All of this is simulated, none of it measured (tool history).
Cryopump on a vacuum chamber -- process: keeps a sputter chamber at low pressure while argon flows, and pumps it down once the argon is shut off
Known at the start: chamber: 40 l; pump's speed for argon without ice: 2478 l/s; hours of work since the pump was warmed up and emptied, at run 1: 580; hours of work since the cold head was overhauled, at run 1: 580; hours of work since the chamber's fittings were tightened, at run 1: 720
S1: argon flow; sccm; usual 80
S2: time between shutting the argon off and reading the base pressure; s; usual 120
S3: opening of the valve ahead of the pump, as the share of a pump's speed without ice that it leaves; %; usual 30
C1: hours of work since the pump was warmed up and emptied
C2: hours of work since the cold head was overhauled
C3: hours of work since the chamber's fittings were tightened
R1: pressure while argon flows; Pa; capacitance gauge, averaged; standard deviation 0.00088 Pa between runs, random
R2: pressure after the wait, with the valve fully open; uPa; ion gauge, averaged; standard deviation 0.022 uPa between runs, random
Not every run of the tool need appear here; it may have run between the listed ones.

run	hour	S1	S2	S3	C1	C2	C3	R1	R2
1	0	80	120	30	580	580	720	0.2016	1.3
2	14.5	80	120	30	590	590	730	0.202	1.3
3	29.6	80	120	30	600	600	740	0.2035	1.28
4	45.3	80	120	30	611	611	751	0.2019	1.33
5	57.8	80	120	30	619	619	759	0.2034	1.37
6	83.9	80	120	30	636	636	776	0.2044	1.38
7	97.1	98	183	31	645	645	785	0.2458	1.24
8	115	98	170	26	657	657	797	0.2878	1.25
9	137.3	98	170	26	672	672	812	0.2881	1.28
# hour 152.5: pump warmed up, emptied and cooled again
10	153.2	80	45	30	0	679	819	0.1826	1.88
11	170.1	84	175	59	12	691	831	0.0992	0.97
12	181.1	84	34	36	19	698	838	0.1603	2.25

5 options for the next run, each taken on its own from the tool as it stands now. Forecast them:
A	196.2	80	46	30	29	708	848	?	?
B	196.2	83	168	56	29	708	848	?	?
C	196.2	50	75	17	29	708	848	?	?
D	196.2	42	34	34	29	708	848	?	?
E	196.2	80	25	33	29	708	848	?	?

run	R1	R2
A	0.1827	1.78
B	0.1033	1.02
C	0.2021	1.42
D	0.0848	2.32
E	0.1668	2.84
With no hidden state in the tool, these same runs would have given:
run	R1	R2
A	0.1814	1.21
B	0.102	0.42
C	0.2013	0.82
D	0.0841	1.71
E	0.1655	2.24
